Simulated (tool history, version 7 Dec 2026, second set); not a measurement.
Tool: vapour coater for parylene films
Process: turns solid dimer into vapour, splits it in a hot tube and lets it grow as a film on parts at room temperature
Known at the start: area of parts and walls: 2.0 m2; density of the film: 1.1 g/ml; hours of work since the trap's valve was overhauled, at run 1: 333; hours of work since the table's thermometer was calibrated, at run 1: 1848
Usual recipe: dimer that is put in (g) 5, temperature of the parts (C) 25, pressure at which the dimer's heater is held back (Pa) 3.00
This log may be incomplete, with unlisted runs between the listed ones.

| run | hour | dimer that is put in (g) | temperature of the parts (C) | pressure at which the dimer's heater is held back (Pa) | hours of work since the trap's valve was overhauled | hours of work since the table's thermometer was calibrated | thickness of the film (µm) |
|---|---|---|---|---|---|---|---|
| 1 | 0.0 | 5 | 25 | 3.00 | 333 | 1848 | 1.16 |
|  | 54.1 | trap's valve overhauled |
| 2 | 55.9 | 5 | 25 | 3.00 | 1 | 1883 | 1.13 |
| 3 | 94.9 | 5 | 25 | 5.12 | 28 | 1910 | 1.01 |
| 4 | 128.8 | 5 | 25 | 5.12 | 52 | 1934 | 0.97 |
| 5 | 195.0 | 5 | 25 | 3.00 | 97 | 1980 | 1.12 |
| 6 | 237.5 | 5 | 24 | 3.00 | 127 | 2009 | 1.16 |
| 7 | 273.9 | 5 | 24 | 3.00 | 152 | 2034 | 1.15 |
|  | 301.7 | trap's valve overhauled, once more |
| 8 | 342.0 | 5 | 24 | 3.00 | 28 | 2078 | 1.33 |
| 9 | 407.3 | 5 | 24 | 3.00 | 73 | 2123 | 1.31 |
| 10 | 447.0 | 5 | 25 | 3.00 | 100 | 2151 | 1.25 |
| 11 | 484.7 | 5 | 25 | 3.00 | 126 | 2177 | 1.24 |
| 12 | 536.8 | 5 | 25 | 3.00 | 162 | 2213 | 1.22 |
| 13 | 591.1 | 5 | 25 | 3.00 | 200 | 2250 | 1.22 |
| 14 | 633.5 | 5 | 20 | 3.00 | 229 | 2280 | 1.53 |
|  | 663.2 | table's thermometer calibrated |
| 15 | 697.0 | 5 | 20 | 3.00 | 272 | 23 | 1.59 |
| 16 | 729.0 | 5 | 25 | 3.00 | 294 | 45 | 1.25 |
| 17 | 793.4 | 6 | 32 | 3.87 | 339 | 90 | 0.99 |
|  | 835.6 | trap's valve overhauled |
| 18 | 849.6 | 6 | 32 | 3.87 | 10 | 126 | 1.07 |
| 19 | 903.7 | 6 | 32 | 3.87 | 47 | 163 | 1.06 |
| 20 | 943.5 | 5 | 27 | 3.00 | 75 | 191 | 1.16 |
| 21 | 987.6 | 3 | 21 | 7.14 | 105 | 221 | 0.80 |
| 22 | 1037.3 | 4 | 24 | 4.93 | 139 | 256 | 0.96 |
| 23 | 1098.3 | 4 | 25 | 6.84 | 181 | 298 | 0.87 |
| 24 | 1130.8 | 4 | 25 | 6.84 | 204 | 320 | 0.85 |
| 25 | 1196.8 | 3 | 26 | 2.43 | 249 | 366 | 0.75 |
| 26 | 1238.0 | 6 | 17 | 3.58 | 278 | 394 | 2.08 |
| 27 | 1282.0 | 4 | 19 | 3.58 | 308 | 425 | 1.25 |
| 28 | 1321.9 | 3 | 27 | 3.00 | 336 | 452 | 0.69 |
|  | 1368.1 | trap's valve overhauled |
| 29 | 1377.1 | 5 | 25 | 11.05 | 6 | 488 | 1.03 |
| 30 | 1408.5 | 4 | 26 | 4.74 | 28 | 509 | 0.91 |
| 31 | 1460.7 | 7 | 19 | 4.35 | 64 | 545 | 2.25 |
| 32 | 1519.2 | 7 | 19 | 4.35 | 104 | 586 | 2.19 |

Same runs, no hidden state in the tool, same run-to-run variation:
Hidden state present: vapour lost through the trap's worn valve, %; true temperature of the parts over the reading, C; drift of the gauge itself on film_um, %.
| run | thickness of the film (µm) |
|---|---|
| 1 | 1.31 |
| 2 | 1.33 |
| 3 | 1.20 |
| 4 | 1.16 |
| 5 | 1.35 |
| 6 | 1.42 |
| 7 | 1.41 |
| 8 | 1.38 |
| 9 | 1.38 |
| 10 | 1.33 |
| 11 | 1.32 |
| 12 | 1.32 |
| 13 | 1.33 |
| 14 | 1.69 |
| 15 | 1.70 |
| 16 | 1.34 |
| 17 | 1.08 |
| 18 | 1.07 |
| 19 | 1.08 |
| 20 | 1.18 |
| 21 | 0.82 |
| 22 | 1.00 |
| 23 | 0.91 |
| 24 | 0.89 |
| 25 | 0.80 |
| 26 | 2.24 |
| 27 | 1.36 |
| 28 | 0.75 |
| 29 | 1.03 |
| 30 | 0.92 |
| 31 | 2.30 |
| 32 | 2.26 |
